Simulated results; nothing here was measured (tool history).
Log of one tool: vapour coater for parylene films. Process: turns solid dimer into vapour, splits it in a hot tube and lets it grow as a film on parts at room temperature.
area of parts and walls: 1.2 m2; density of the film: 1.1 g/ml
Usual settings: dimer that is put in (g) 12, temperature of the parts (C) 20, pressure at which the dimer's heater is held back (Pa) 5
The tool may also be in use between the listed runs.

run	hour	dimer that is put in (g)	temperature of the parts (C)	pressure at which the dimer's heater is held back (Pa)	thickness of the film (µm)
1	0	12	20	5	4.1
2	39.9	12	20	5	4.13
3	70.9	12	20	5	3.97
4	109.7	14	20	5	4.73
5	130.6	14	20	5	4.66
6	166	14	20	5	4.7
7	196.4	13	20	5	4.24
8	229.4	13	20	5	4.21
# hour 260: trap's valve overhauled
9	264.8	13	20	5	3.82
10	293.2	12	16	5	4.03
11	326	12	16	5	4.1
12	359.2	12	16	5	3.96
13	383.7	12	16	5	3.99
14	411.1	12	16	5	3.92
# hour 426.3: trap's valve overhauled, once more
15	451.4	12	16	5	5.03
16	476.9	12	20	5	4.21
17	504.3	12	20	5	4.24
18	523.4	18	20	5	6.44
19	549.5	18	20	5	6.26
20	568	12	20	5	4.21
# hour 604.8: table's thermometer calibrated
21	608.7	12	20	5	4.28
22	627.8	8	20	5	2.91
23	646.7	8	20	5	2.78
24	675	8	20	5	2.84
25	692.1	8	20	5	2.86
26	721	12	20	11.73	3.67
27	743.6	12	20	2.48	4.61
28	780.4	12	20	8.87	3.84
29	799.5	12	14	5	5.17
30	833.8	12	14	5	5.08
31	858.2	6	16	5.91	2.32
32	878.4	6	16	5.91	2.26
33	898	6	14	3.93	2.57
34	918.1	22	21	2.21	8.03
# hour 944.6: trap's valve overhauled
35	948.5	22	21	2.21	9.04
36	973.4	22	21	2.21	8.93
37	990.3	10	28	2.21	3.12
38	1020	10	28	2.21	3.06
39	1039.1	10	16	2.21	4.8
40	1068.1	10	16	2.21	4.72
41	1102.1	10	16	2.21	4.72

The next listed run, before its measurement:
42	1132.7	10	16	2.21	?

{"run 42": {"thickness of the film (µm)": 4.8}}
Without the tool's hidden state the same run would have given thickness of the film (µm) 5.07.

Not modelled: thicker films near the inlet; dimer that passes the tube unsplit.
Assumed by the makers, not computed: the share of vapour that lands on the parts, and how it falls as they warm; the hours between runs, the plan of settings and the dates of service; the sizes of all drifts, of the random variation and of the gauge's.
